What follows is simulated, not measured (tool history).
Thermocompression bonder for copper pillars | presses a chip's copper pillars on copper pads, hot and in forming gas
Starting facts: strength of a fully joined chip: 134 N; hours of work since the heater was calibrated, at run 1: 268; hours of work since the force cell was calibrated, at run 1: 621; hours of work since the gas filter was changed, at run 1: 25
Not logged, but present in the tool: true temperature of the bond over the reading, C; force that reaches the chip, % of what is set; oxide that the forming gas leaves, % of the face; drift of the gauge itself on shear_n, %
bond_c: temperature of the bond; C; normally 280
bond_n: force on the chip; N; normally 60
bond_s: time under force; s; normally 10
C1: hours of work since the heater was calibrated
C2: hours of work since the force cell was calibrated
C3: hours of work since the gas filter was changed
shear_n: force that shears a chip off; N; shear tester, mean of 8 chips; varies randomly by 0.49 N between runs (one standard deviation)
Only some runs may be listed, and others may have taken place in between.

run 1 day=0.000 | bond_c=280 bond_n=60 bond_s=10 | C1=268 C2=621 C3=25 | shear_n=54.9
run 2 day=2.467 | bond_c=280 bond_n=60 bond_s=10 | C1=303 C2=656 C3=60 | shear_n=52.9
run 3 day=4.112 | bond_c=280 bond_n=60 bond_s=10 | C1=327 C2=680 C3=84 | shear_n=52.0
run 4 day=6.404 | bond_c=280 bond_n=60 bond_s=10 | C1=359 C2=712 C3=116 | shear_n=51.5
-- day=6.842 forming gas filter changed
run 5 day=7.821 | bond_c=280 bond_n=60 bond_s=10 | C1=379 C2=732 C3=14 | shear_n=53.9
run 6 day=9.912 | bond_c=280 bond_n=60 bond_s=10 | C1=408 C2=762 C3=44 | shear_n=52.5
run 7 day=11.800 | bond_c=280 bond_n=60 bond_s=10 | C1=435 C2=788 C3=70 | shear_n=51.9
run 8 day=13.412 | bond_c=280 bond_n=60 bond_s=10 | C1=458 C2=811 C3=93 | shear_n=50.3
-- day=15.442 forming gas filter changed
run 9 day=15.638 | bond_c=280 bond_n=60 bond_s=10 | C1=489 C2=843 C3=3 | shear_n=53.7
run 10 day=17.871 | bond_c=280 bond_n=60 bond_s=10 | C1=521 C2=874 C3=34 | shear_n=52.3
run 11 day=19.604 | bond_c=280 bond_n=60 bond_s=13 | C1=546 C2=899 C3=59 | shear_n=56.2
run 12 day=21.667 | bond_c=280 bond_n=60 bond_s=10 | C1=575 C2=928 C3=88 | shear_n=50.4
-- day=23.525 heater calibrated with a thermocouple chip
run 13 day=24.062 | bond_c=280 bond_n=60 bond_s=10 | C1=8 C2=961 C3=121 | shear_n=47.6
-- day=24.204 forming gas filter changed
run 14 day=25.379 | bond_c=280 bond_n=56 bond_s=10 | C1=26 C2=979 C3=17 | shear_n=46.8
run 15 day=27.421 | bond_c=280 bond_n=56 bond_s=10 | C1=55 C2=1008 C3=46 | shear_n=45.9
run 16 day=29.162 | bond_c=280 bond_n=60 bond_s=11 | C1=80 C2=1033 C3=70 | shear_n=49.9
run 17 day=31.675 | bond_c=280 bond_n=60 bond_s=11 | C1=115 C2=1069 C3=106 | shear_n=49.1
-- day=32.904 forming gas filter changed
run 18 day=33.883 | bond_c=280 bond_n=60 bond_s=20 | C1=146 C2=1100 C3=14 | shear_n=63.8
run 19 day=35.579 | bond_c=251 bond_n=60 bond_s=20 | C1=170 C2=1124 C3=38 | shear_n=46.2
-- day=36.525 heater calibrated with a thermocouple chip, once more
run 20 day=36.958 | bond_c=251 bond_n=60 bond_s=20 | C1=6 C2=1142 C3=56 | shear_n=55.8
run 21 day=38.421 | bond_c=282 bond_n=42 bond_s=27 | C1=27 C2=1163 C3=77 | shear_n=57.2
run 22 day=39.675 | bond_c=292 bond_n=64 bond_s=13 | C1=45 C2=1181 C3=95 | shear_n=70.2
run 23 day=41.517 | bond_c=272 bond_n=46 bond_s=9 | C1=71 C2=1207 C3=121 | shear_n=35.6
-- day=41.658 forming gas filter changed
run 24 day=43.162 | bond_c=272 bond_n=49 bond_s=9 | C1=94 C2=1230 C3=21 | shear_n=40.3
run 25 day=44.321 | bond_c=280 bond_n=86 bond_s=10 | C1=110 C2=1246 C3=38 | shear_n=78.5
run 26 day=45.550 | bond_c=280 bond_n=86 bond_s=10 | C1=128 C2=1264 C3=55 | shear_n=77.9
run 27 day=46.808 | bond_c=280 bond_n=73 bond_s=20 | C1=146 C2=1281 C3=73 | shear_n=82.2
run 28 day=48.950 | bond_c=268 bond_n=42 bond_s=10 | C1=176 C2=1312 C3=103 | shear_n=32.2
-- day=50.262 forming gas filter changed
run 29 day=50.742 | bond_c=268 bond_n=40 bond_s=21 | C1=201 C2=1337 C3=7 | shear_n=42.9
run 30 day=51.992 | bond_c=300 bond_n=89 bond_s=21 | C1=219 C2=1355 C3=25 | shear_n=108.2
run 31 day=54.092 | bond_c=270 bond_n=60 bond_s=8 | C1=249 C2=1384 C3=54 | shear_n=44.6
run 32 day=56.142 | bond_c=277 bond_n=87 bond_s=13 | C1=278 C2=1413 C3=83 | shear_n=80.4
run 33 day=58.354 | bond_c=277 bond_n=75 bond_s=16 | C1=309 C2=1445 C3=115 | shear_n=73.7
-- day=58.983 forming gas filter changed
run 34 day=60.792 | bond_c=266 bond_n=60 bond_s=5 | C1=343 C2=1479 C3=26 | shear_n=35.5
run 35 day=63.146 | bond_c=305 bond_n=86 bond_s=5 | C1=377 C2=1513 C3=59 | shear_n=72.0
run 36 day=65.154 | bond_c=306 bond_n=66 bond_s=21 | C1=405 C2=1541 C3=87 | shear_n=88.1
run 37 day=67.150 | bond_c=280 bond_n=77 bond_s=29 | C1=433 C2=1569 C3=116 | shear_n=89.2
-- day=67.629 forming gas filter changed
run 38 day=69.604 | bond_c=280 bond_n=57 bond_s=5 | C1=468 C2=1604 C3=28 | shear_n=37.8
run 39 day=71.783 | bond_c=289 bond_n=50 bond_s=10 | C1=499 C2=1635 C3=59 | shear_n=45.3

Branching from run 39: 4 alternative next runs. What would each branch give?
run A day=73.750 | bond_c=309 bond_n=60 bond_s=7 | C1=527 C2=1663 C3=87 | shear_n=?
run B day=73.750 | bond_c=300 bond_n=60 bond_s=15 | C1=527 C2=1663 C3=87 | shear_n=?
run C day=73.750 | bond_c=256 bond_n=60 bond_s=10 | C1=527 C2=1663 C3=87 | shear_n=?
run D day=73.750 | bond_c=309 bond_n=39 bond_s=15 | C1=527 C2=1663 C3=87 | shear_n=?

run=A shear_n=58.0
run=B shear_n=69.9
run=C shear_n=40.3
run=D shear_n=49.8
Stripped of hidden state, with their random variation kept, the same runs would have yielded:
run=A shear_n=63.5
run=B shear_n=76.3
run=C shear_n=45.4
run=D shear_n=54.7
